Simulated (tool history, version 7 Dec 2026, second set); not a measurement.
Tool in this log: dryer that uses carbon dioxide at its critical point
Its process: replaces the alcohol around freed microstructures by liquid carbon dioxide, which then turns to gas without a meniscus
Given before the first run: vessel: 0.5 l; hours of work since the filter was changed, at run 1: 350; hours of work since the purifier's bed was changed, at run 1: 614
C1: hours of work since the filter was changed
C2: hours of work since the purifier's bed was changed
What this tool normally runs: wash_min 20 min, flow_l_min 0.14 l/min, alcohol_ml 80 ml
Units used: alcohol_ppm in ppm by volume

{"run": 1, "hour": 0.0, "wash_min": 20, "flow_l_min": 0.14, "alcohol_ml": 80, "C1": 350, "C2": 614, "alcohol_ppm": 1064}
{"run": 2, "hour": 17.8, "wash_min": 20, "flow_l_min": 0.14, "alcohol_ml": 80, "C1": 359, "C2": 622, "alcohol_ppm": 1081}
{"run": 3, "hour": 36.5, "wash_min": 20, "flow_l_min": 0.14, "alcohol_ml": 80, "C1": 368, "C2": 631, "alcohol_ppm": 1116}
{"run": 4, "hour": 71.3, "wash_min": 31, "flow_l_min": 0.14, "alcohol_ml": 80, "C1": 385, "C2": 648, "alcohol_ppm": 198}
{"run": 5, "hour": 88.9, "wash_min": 31, "flow_l_min": 0.14, "alcohol_ml": 80, "C1": 393, "C2": 657, "alcohol_ppm": 195}
{"hour": 110.6, "done": "purifier's bed changed"}
{"run": 6, "hour": 112.9, "wash_min": 31, "flow_l_min": 0.14, "alcohol_ml": 80, "C1": 404, "C2": 1, "alcohol_ppm": 77}
{"run": 7, "hour": 139.9, "wash_min": 20, "flow_l_min": 0.14, "alcohol_ml": 24, "C1": 417, "C2": 14, "alcohol_ppm": 325}
{"run": 8, "hour": 157.8, "wash_min": 17, "flow_l_min": 0.14, "alcohol_ml": 24, "C1": 425, "C2": 23, "alcohol_ppm": 682}
{"run": 9, "hour": 180.8, "wash_min": 17, "flow_l_min": 0.14, "alcohol_ml": 24, "C1": 437, "C2": 34, "alcohol_ppm": 694}
{"run": 10, "hour": 195.5, "wash_min": 21, "flow_l_min": 0.14, "alcohol_ml": 24, "C1": 444, "C2": 41, "alcohol_ppm": 258}
{"run": 11, "hour": 211.0, "wash_min": 20, "flow_l_min": 0.14, "alcohol_ml": 80, "C1": 451, "C2": 49, "alcohol_ppm": 1114}
{"run": 12, "hour": 246.4, "wash_min": 20, "flow_l_min": 0.14, "alcohol_ml": 80, "C1": 468, "C2": 66, "alcohol_ppm": 1094}
{"hour": 254.4, "done": "inlet filter changed"}
{"run": 13, "hour": 275.7, "wash_min": 19, "flow_l_min": 0.14, "alcohol_ml": 80, "C1": 10, "C2": 80, "alcohol_ppm": 811}
{"run": 14, "hour": 299.2, "wash_min": 19, "flow_l_min": 0.14, "alcohol_ml": 80, "C1": 22, "C2": 91, "alcohol_ppm": 832}
{"run": 15, "hour": 332.8, "wash_min": 20, "flow_l_min": 0.14, "alcohol_ml": 34, "C1": 38, "C2": 107, "alcohol_ppm": 307}
{"run": 16, "hour": 359.2, "wash_min": 20, "flow_l_min": 0.183, "alcohol_ml": 80, "C1": 51, "C2": 120, "alcohol_ppm": 144}
{"run": 17, "hour": 383.6, "wash_min": 20, "flow_l_min": 0.183, "alcohol_ml": 80, "C1": 63, "C2": 132, "alcohol_ppm": 147}
{"run": 18, "hour": 409.9, "wash_min": 23, "flow_l_min": 0.14, "alcohol_ml": 80, "C1": 75, "C2": 145, "alcohol_ppm": 320}
{"run": 19, "hour": 428.9, "wash_min": 19, "flow_l_min": 0.14, "alcohol_ml": 80, "C1": 85, "C2": 154, "alcohol_ppm": 936}
{"run": 20, "hour": 447.0, "wash_min": 19, "flow_l_min": 0.14, "alcohol_ml": 80, "C1": 93, "C2": 163, "alcohol_ppm": 924}
{"run": 21, "hour": 478.4, "wash_min": 20, "flow_l_min": 0.14, "alcohol_ml": 80, "C1": 109, "C2": 178, "alcohol_ppm": 749}
{"run": 22, "hour": 506.8, "wash_min": 20, "flow_l_min": 0.14, "alcohol_ml": 80, "C1": 122, "C2": 192, "alcohol_ppm": 751}
{"run": 23, "hour": 540.9, "wash_min": 20, "flow_l_min": 0.14, "alcohol_ml": 80, "C1": 139, "C2": 208, "alcohol_ppm": 787}
{"run": 24, "hour": 562.8, "wash_min": 16, "flow_l_min": 0.09, "alcohol_ml": 25, "C1": 149, "C2": 219, "alcohol_ppm": 3276}
{"run": 25, "hour": 592.1, "wash_min": 19, "flow_l_min": 0.11, "alcohol_ml": 48, "C1": 164, "C2": 233, "alcohol_ppm": 1826}
{"run": 26, "hour": 623.2, "wash_min": 19, "flow_l_min": 0.11, "alcohol_ml": 48, "C1": 179, "C2": 248, "alcohol_ppm": 1854}
{"run": 27, "hour": 643.7, "wash_min": 19, "flow_l_min": 0.11, "alcohol_ml": 48, "C1": 189, "C2": 258, "alcohol_ppm": 1838}
{"run": 28, "hour": 676.4, "wash_min": 23, "flow_l_min": 0.123, "alcohol_ml": 87, "C1": 204, "C2": 274, "alcohol_ppm": 882}
{"run": 29, "hour": 702.9, "wash_min": 23, "flow_l_min": 0.123, "alcohol_ml": 87, "C1": 217, "C2": 287, "alcohol_ppm": 904}
{"run": 30, "hour": 734.6, "wash_min": 20, "flow_l_min": 0.096, "alcohol_ml": 94, "C1": 233, "C2": 302, "alcohol_ppm": 5180}
{"run": 31, "hour": 751.3, "wash_min": 20, "flow_l_min": 0.096, "alcohol_ml": 94, "C1": 241, "C2": 310, "alcohol_ppm": 5175}
{"run": 32, "hour": 775.7, "wash_min": 24, "flow_l_min": 0.096, "alcohol_ml": 110, "C1": 253, "C2": 322, "alcohol_ppm": 3021}
{"run": 33, "hour": 791.8, "wash_min": 20, "flow_l_min": 0.14, "alcohol_ml": 56, "C1": 260, "C2": 330, "alcohol_ppm": 654}
{"run": 34, "hour": 816.7, "wash_min": 20, "flow_l_min": 0.14, "alcohol_ml": 51, "C1": 272, "C2": 342, "alcohol_ppm": 615}
{"run": 35, "hour": 849.1, "wash_min": 18, "flow_l_min": 0.14, "alcohol_ml": 57, "C1": 288, "C2": 357, "alcohol_ppm": 1139}
{"run": 36, "hour": 881.4, "wash_min": 18, "flow_l_min": 0.14, "alcohol_ml": 57, "C1": 304, "C2": 373, "alcohol_ppm": 1155}
{"run": 37, "hour": 900.1, "wash_min": 13, "flow_l_min": 0.14, "alcohol_ml": 109, "C1": 313, "C2": 382, "alcohol_ppm": 7564}
{"run": 38, "hour": 922.9, "wash_min": 30, "flow_l_min": 0.133, "alcohol_ml": 61, "C1": 324, "C2": 393, "alcohol_ppm": 157}
{"run": 39, "hour": 956.2, "wash_min": 28, "flow_l_min": 0.177, "alcohol_ml": 80, "C1": 340, "C2": 409, "alcohol_ppm": 97}
{"run": 40, "hour": 982.6, "wash_min": 28, "flow_l_min": 0.177, "alcohol_ml": 80, "C1": 353, "C2": 422, "alcohol_ppm": 101}
{"run": 41, "hour": 1018.7, "wash_min": 19, "flow_l_min": 0.211, "alcohol_ml": 92, "C1": 370, "C2": 440, "alcohol_ppm": 212}
{"run": 42, "hour": 1044.9, "wash_min": 19, "flow_l_min": 0.211, "alcohol_ml": 92, "C1": 383, "C2": 452, "alcohol_ppm": 211}
{"run": 43, "hour": 1081.6, "wash_min": 19, "flow_l_min": 0.211, "alcohol_ml": 92, "C1": 401, "C2": 470, "alcohol_ppm": 216}

Alternative continuations, all from the tool just after run 43; predict every row:
{"run": "A", "hour": 1107.2, "wash_min": 19, "flow_l_min": 0.14, "alcohol_ml": 80, "C1": 413, "C2": 482, "alcohol_ppm": "?"}
{"run": "B", "hour": 1107.2, "wash_min": 19, "flow_l_min": 0.097, "alcohol_ml": 92, "C1": 413, "C2": 482, "alcohol_ppm": "?"}
{"run": "C", "hour": 1107.2, "wash_min": 19, "flow_l_min": 0.115, "alcohol_ml": 112, "C1": 413, "C2": 482, "alcohol_ppm": "?"}
{"run": "D", "hour": 1107.2, "wash_min": 25, "flow_l_min": 0.211, "alcohol_ml": 92, "C1": 413, "C2": 482, "alcohol_ppm": "?"}
{"run": "E", "hour": 1107.2, "wash_min": 22, "flow_l_min": 0.211, "alcohol_ml": 22, "C1": 413, "C2": 482, "alcohol_ppm": "?"}

run=A alcohol_ppm=1416
run=B alcohol_ppm=6773
run=C alcohol_ppm=4393
run=D alcohol_ppm=104
run=E alcohol_ppm=94
Without the tool's hidden state the same runs would have given:
run=A alcohol_ppm=797
run=B alcohol_ppm=4705
run=C alcohol_ppm=2834
run=D alcohol_ppm=5
run=E alcohol_ppm=0
